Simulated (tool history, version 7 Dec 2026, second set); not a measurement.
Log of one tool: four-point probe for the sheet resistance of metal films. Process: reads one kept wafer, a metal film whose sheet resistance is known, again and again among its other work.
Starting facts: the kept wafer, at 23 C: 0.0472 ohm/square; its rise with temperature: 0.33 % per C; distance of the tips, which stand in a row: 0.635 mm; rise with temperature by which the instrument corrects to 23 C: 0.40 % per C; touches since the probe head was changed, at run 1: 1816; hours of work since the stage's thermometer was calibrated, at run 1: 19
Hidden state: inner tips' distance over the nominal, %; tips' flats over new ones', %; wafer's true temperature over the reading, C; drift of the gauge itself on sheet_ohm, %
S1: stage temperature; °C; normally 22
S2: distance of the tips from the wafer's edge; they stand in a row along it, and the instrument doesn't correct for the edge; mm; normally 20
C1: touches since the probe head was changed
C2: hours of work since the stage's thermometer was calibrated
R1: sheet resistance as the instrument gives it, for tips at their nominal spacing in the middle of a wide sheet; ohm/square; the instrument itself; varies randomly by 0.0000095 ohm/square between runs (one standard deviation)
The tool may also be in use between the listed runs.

run 1 day=0 | S1=22 S2=20 | C1=1816 C2=19 | R1=0.04725
run 2 day=0.517 | S1=22 S2=20 | C1=2008 C2=27 | R1=0.047262
run 3 day=0.8 | S1=22 S2=7 | C1=2112 C2=32 | R1=0.047456
run 4 day=1.262 | S1=23 S2=20 | C1=2283 C2=39 | R1=0.047237
run 5 day=1.65 | S1=23 S2=20 | C1=2428 C2=45 | R1=0.04721
run 6 day=2.05 | S1=22 S2=20 | C1=2576 C2=51 | R1=0.047245
run 7 day=2.621 | S1=22 S2=20 | C1=2787 C2=60 | R1=0.047262
run 8 day=3.033 | S1=22 S2=20 | C1=2940 C2=66 | R1=0.047262
run 9 day=3.654 | S1=22 S2=20 | C1=3170 C2=76 | R1=0.04726
run 10 day=4.012 | S1=22 S2=20 | C1=3302 C2=81 | R1=0.047249
run 11 day=4.333 | S1=25 S2=20 | C1=3421 C2=86 | R1=0.047152
run 12 day=4.658 | S1=25 S2=20 | C1=3542 C2=91 | R1=0.047155
run 13 day=5.112 | S1=24 S2=20 | C1=3710 C2=98 | R1=0.047188
run 14 day=5.404 | S1=22 S2=20 | C1=3817 C2=103 | R1=0.047249
run 15 day=5.7 | S1=22 S2=20 | C1=3928 C2=108 | R1=0.047243
run 16 day=5.967 | S1=22 S2=8 | C1=4027 C2=112 | R1=0.047387
run 17 day=6.517 | S1=19 S2=20 | C1=4231 C2=120 | R1=0.047364
run 18 day=6.904 | S1=19 S2=20 | C1=4373 C2=126 | R1=0.047375
run 19 day=7.212 | S1=19 S2=20 | C1=4488 C2=131 | R1=0.047355
run 20 day=7.7 | S1=19 S2=4 | C1=4668 C2=139 | R1=0.047965
run 21 day=8.079 | S1=22 S2=20 | C1=4808 C2=144 | R1=0.047252
run 22 day=8.608 | S1=22 S2=12 | C1=5005 C2=153 | R1=0.047293
run 23 day=9.021 | S1=19 S2=20 | C1=5158 C2=159 | R1=0.047371
run 24 day=9.521 | S1=31 S2=7 | C1=5343 C2=167 | R1=0.047152
run 25 day=10.025 | S1=31 S2=7 | C1=5530 C2=175 | R1=0.047158
run 26 day=10.433 | S1=31 S2=7 | C1=5680 C2=181 | R1=0.047145
run 27 day=10.842 | S1=18 S2=46 | C1=5833 C2=187 | R1=0.047374
run 28 day=11.342 | S1=21 S2=4 | C1=6017 C2=195 | R1=0.047906
run 29 day=11.842 | S1=31 S2=20 | C1=6203 C2=203 | R1=0.046975
run 30 day=12.333 | S1=31 S2=20 | C1=6385 C2=210 | R1=0.046975
run 31 day=12.95 | S1=19 S2=4 | C1=6613 C2=220 | R1=0.047963
run 32 day=13.354 | S1=19 S2=4 | C1=6763 C2=226 | R1=0.047955
run 33 day=13.875 | S1=25 S2=31 | C1=6957 C2=234 | R1=0.047132
run 34 day=14.388 | S1=25 S2=31 | C1=7147 C2=242 | R1=0.047138
run 35 day=14.696 | S1=25 S2=31 | C1=7260 C2=247 | R1=0.047144
run 36 day=14.975 | S1=22 S2=31 | C1=7364 C2=251 | R1=0.047238
run 37 day=15.488 | S1=25 S2=33 | C1=7553 C2=259 | R1=0.047141
run 38 day=15.871 | S1=19 S2=18 | C1=7695 C2=265 | R1=0.047368
run 39 day=16.325 | S1=26 S2=9 | C1=7863 C2=272 | R1=0.047216
run 40 day=16.762 | S1=32 S2=67 | C1=8026 C2=279 | R1=0.046924
run 41 day=17.192 | S1=23 S2=7 | C1=8185 C2=286 | R1=0.047404
run 42 day=17.504 | S1=22 S2=4 | C1=8300 C2=290 | R1=0.047858
run 43 day=17.875 | S1=25 S2=4 | C1=8437 C2=296 | R1=0.047767
run 44 day=18.146 | S1=25 S2=4 | C1=8537 C2=300 | R1=0.047772
run 45 day=18.462 | S1=25 S2=4 | C1=8655 C2=305 | R1=0.047762
run 46 day=18.867 | S1=25 S2=4 | C1=8806 C2=311 | R1=0.047758

3 ways to go on from here, each from the tool as it stands after run 46. What would each give?
run A day=19.142 | S1=22 S2=20 | C1=8906 C2=316 | R1=?
run B day=19.142 | S1=20 S2=6 | C1=8906 C2=316 | R1=?
run C day=19.142 | S1=25 S2=12 | C1=8906 C2=316 | R1=?

run=A R1=0.047257
run=B R1=0.047576
run=C R1=0.047199
With the hidden condition removed and each run's random variation left untouched, the same runs would have given:
run=A R1=0.047261
run=B R1=0.04758
run=C R1=0.047203
